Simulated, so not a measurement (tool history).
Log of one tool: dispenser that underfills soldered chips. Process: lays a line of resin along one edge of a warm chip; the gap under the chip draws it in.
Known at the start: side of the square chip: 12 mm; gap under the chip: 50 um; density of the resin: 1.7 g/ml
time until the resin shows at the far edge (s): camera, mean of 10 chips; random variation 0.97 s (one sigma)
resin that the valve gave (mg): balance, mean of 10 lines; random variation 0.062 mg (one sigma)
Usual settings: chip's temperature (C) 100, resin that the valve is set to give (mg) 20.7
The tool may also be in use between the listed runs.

run   hour  chip's temperature (C)  resin that the valve is set to give (mg)  time until the resin shows at the far edge (s)  resin that the valve gave (mg)
  1    0.0                     100                                      20.7                                           133.9                           20.35
       3.1  -- new syringe of resin
      13.3  -- new syringe of resin
  2   14.0                     100                                      20.7                                           109.7                           20.24
      23.6  -- new syringe of resin
  3   29.8                     100                                      18.2                                           139.7                           17.80
      32.6  -- new syringe of resin
  4   40.6                     100                                      20.7                                           148.1                           20.14
      41.8  -- new syringe of resin
      51.6  -- new syringe of resin
  5   55.8                     100                                      20.7                                           131.9                           19.99
      61.1  -- new syringe of resin
  6   66.4                     100                                      20.7                                           133.5                           20.01
      70.5  -- new syringe of resin
  7   78.9                     100                                      26.1                                           140.4                           25.14
      80.5  -- new syringe of resin
      89.6  -- new syringe of resin
  8   89.6                     100                                      26.1                                           107.8                           25.12
      98.8  -- new syringe of resin
  9  100.3                     100                                      20.7                                           114.5                           19.88
     103.8  -- dispensing valve cleaned and set on the balance
     109.1  -- new syringe of resin
 10  109.5                     100                                      20.7                                           113.1                           20.61
     118.2  -- new syringe of resin
 11  123.1                     100                                      20.7                                           128.5                           20.57
     127.8  -- new syringe of resin
 12  135.0                      93                                      20.7                                           189.9                           20.51
     137.2  -- new syringe of resin
     146.6  -- new syringe of resin
 13  149.8                     100                                      22.2                                           124.2                           21.92
     156.7  -- new syringe of resin
 14  157.5                     100                                      22.2                                           111.6                           21.77
     166.6  -- new syringe of resin
 15  174.2                     100                                      22.2                                           148.0                           21.79
     175.6  -- new syringe of resin
     185.5  -- new syringe of resin
 16  189.5                     102                                      25.7                                           121.5                           25.02
     194.7  -- new syringe of resin
 17  202.4                     102                                      25.7                                           134.4                           25.06
     204.1  -- new syringe of resin
     213.2  -- new syringe of resin
 18  213.2                      97                                      20.6                                           127.9                           20.04
     222.5  -- new syringe of resin
 19  225.6                      97                                      20.6                                           146.4                           19.93
     232.7  -- new syringe of resin
     242.8  -- new syringe of resin
 20  243.0                     100                                      21.0                                           113.2                           20.22
     251.8  -- new syringe of resin
 21  258.2                     100                                      21.0                                           143.8                           20.14
     261.0  -- new syringe of resin
 22  265.6                     113                                      17.9                                            83.2                           17.22
     270.1  -- new syringe of resin
 23  275.4                     113                                      17.9                                            84.9                           17.08

The next listed run, before its measurement:
     278.4  -- dispensing valve cleaned and set on the balance
     280.7  -- new syringe of resin
     290.5  -- new syringe of resin
 24  292.6                      96                                      26.2                                               ?                               ?

time until the resin shows at the far edge (s): 144.4
resin that the valve gave (mg): 25.93
Without the tool's hidden state the same run would have given time until the resin shows at the far edge (s) 110.0, resin that the valve gave (mg) 26.09.

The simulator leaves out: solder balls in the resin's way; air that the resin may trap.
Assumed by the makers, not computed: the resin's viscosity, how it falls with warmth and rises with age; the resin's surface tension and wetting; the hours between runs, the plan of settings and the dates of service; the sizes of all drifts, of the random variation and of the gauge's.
